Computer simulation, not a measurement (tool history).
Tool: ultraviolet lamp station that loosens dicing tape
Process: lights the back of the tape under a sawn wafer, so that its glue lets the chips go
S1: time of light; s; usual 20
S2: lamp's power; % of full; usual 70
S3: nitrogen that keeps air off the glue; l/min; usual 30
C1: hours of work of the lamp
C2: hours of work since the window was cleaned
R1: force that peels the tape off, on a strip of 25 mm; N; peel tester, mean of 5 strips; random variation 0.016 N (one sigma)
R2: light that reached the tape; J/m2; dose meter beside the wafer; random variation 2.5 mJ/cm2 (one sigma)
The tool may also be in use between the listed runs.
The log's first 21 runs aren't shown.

{"hour": 926.8, "done": "window cleaned of glue's vapour"}
{"run": 22, "hour": 972.9, "S1": 34, "S2": 94, "S3": 30, "C1": 1257, "C2": 33, "R1": 0.106, "R2": 6940}
{"run": 23, "hour": 1016.1, "S1": 20, "S2": 99, "S3": 37, "C1": 1288, "C2": 64, "R1": 0.322, "R2": 4330}
{"run": 24, "hour": 1074.7, "S1": 26, "S2": 63, "S3": 37, "C1": 1330, "C2": 106, "R1": 0.485, "R2": 3600}
{"run": 25, "hour": 1100.9, "S1": 26, "S2": 63, "S3": 37, "C1": 1348, "C2": 124, "R1": 0.493, "R2": 3590}
{"run": 26, "hour": 1156.1, "S1": 22, "S2": 100, "S3": 50, "C1": 1388, "C2": 164, "R1": 0.231, "R2": 4880}
{"hour": 1213.3, "done": "window cleaned of glue's vapour"}
{"run": 27, "hour": 1213.3, "S1": 21, "S2": 84, "S3": 50, "C1": 1428, "C2": 0, "R1": 0.376, "R2": 3890}
{"run": 28, "hour": 1242.1, "S1": 35, "S2": 84, "S3": 9, "C1": 1449, "C2": 21, "R1": 0.254, "R2": 6470}
{"hour": 1284.7, "done": "lamp changed"}
{"run": 29, "hour": 1302.1, "S1": 35, "S2": 84, "S3": 9, "C1": 12, "C2": 63, "R1": 0.242, "R2": 6440}
{"run": 30, "hour": 1355.2, "S1": 26, "S2": 70, "S3": 24, "C1": 50, "C2": 101, "R1": 0.478, "R2": 3980}
{"run": 31, "hour": 1397.0, "S1": 26, "S2": 70, "S3": 24, "C1": 80, "C2": 131, "R1": 0.472, "R2": 3990}
{"run": 32, "hour": 1434.0, "S1": 26, "S2": 70, "S3": 24, "C1": 107, "C2": 157, "R1": 0.458, "R2": 3990}
{"run": 33, "hour": 1487.7, "S1": 16, "S2": 78, "S3": 60, "C1": 145, "C2": 195, "R1": 0.785, "R2": 2690}
{"hour": 1499.7, "done": "window cleaned of glue's vapour"}
{"run": 34, "hour": 1544.7, "S1": 16, "S2": 61, "S3": 11, "C1": 185, "C2": 32, "R1": 1.876, "R2": 2150}
{"run": 35, "hour": 1591.7, "S1": 26, "S2": 61, "S3": 56, "C1": 219, "C2": 66, "R1": 0.448, "R2": 3490}
{"run": 36, "hour": 1639.0, "S1": 18, "S2": 70, "S3": 30, "C1": 253, "C2": 100, "R1": 0.947, "R2": 2770}
{"run": 37, "hour": 1695.0, "S1": 34, "S2": 70, "S3": 13, "C1": 293, "C2": 140, "R1": 0.341, "R2": 5240}
{"run": 38, "hour": 1751.5, "S1": 20, "S2": 61, "S3": 17, "C1": 333, "C2": 180, "R1": 1.168, "R2": 2700}
{"hour": 1788.1, "done": "window cleaned of glue's vapour"}
{"run": 39, "hour": 1789.5, "S1": 20, "S2": 61, "S3": 17, "C1": 360, "C2": 1, "R1": 1.19, "R2": 2710}
{"run": 40, "hour": 1831.6, "S1": 23, "S2": 80, "S3": 9, "C1": 390, "C2": 31, "R1": 0.761, "R2": 4040}
{"run": 41, "hour": 1865.4, "S1": 23, "S2": 80, "S3": 9, "C1": 414, "C2": 55, "R1": 0.743, "R2": 3990}

Forecast each of these 5 alternatives for the next run:
{"run": "A", "hour": 1892.7, "S1": 23, "S2": 80, "S3": 19, "C1": 434, "C2": 75, "R1": "?", "R2": "?"}
{"run": "B", "hour": 1892.7, "S1": 20, "S2": 80, "S3": 16, "C1": 434, "C2": 75, "R1": "?", "R2": "?"}
{"run": "C", "hour": 1892.7, "S1": 23, "S2": 84, "S3": 9, "C1": 434, "C2": 75, "R1": "?", "R2": "?"}
{"run": "D", "hour": 1892.7, "S1": 14, "S2": 70, "S3": 46, "C1": 434, "C2": 75, "R1": "?", "R2": "?"}
{"run": "E", "hour": 1892.7, "S1": 40, "S2": 87, "S3": 51, "C1": 434, "C2": 75, "R1": "?", "R2": "?"}

run=A R1=0.501 R2=4040
run=B R1=0.756 R2=3520
run=C R1=0.641 R2=4250
run=D R1=1.262 R2=2170
run=E R1=0.088 R2=7610
Without the tool's hidden state the same runs would have given:
run=A R1=0.498 R2=4050
run=B R1=0.752 R2=3530
run=C R1=0.637 R2=4260
run=D R1=1.257 R2=2170
run=E R1=0.088 R2=7630
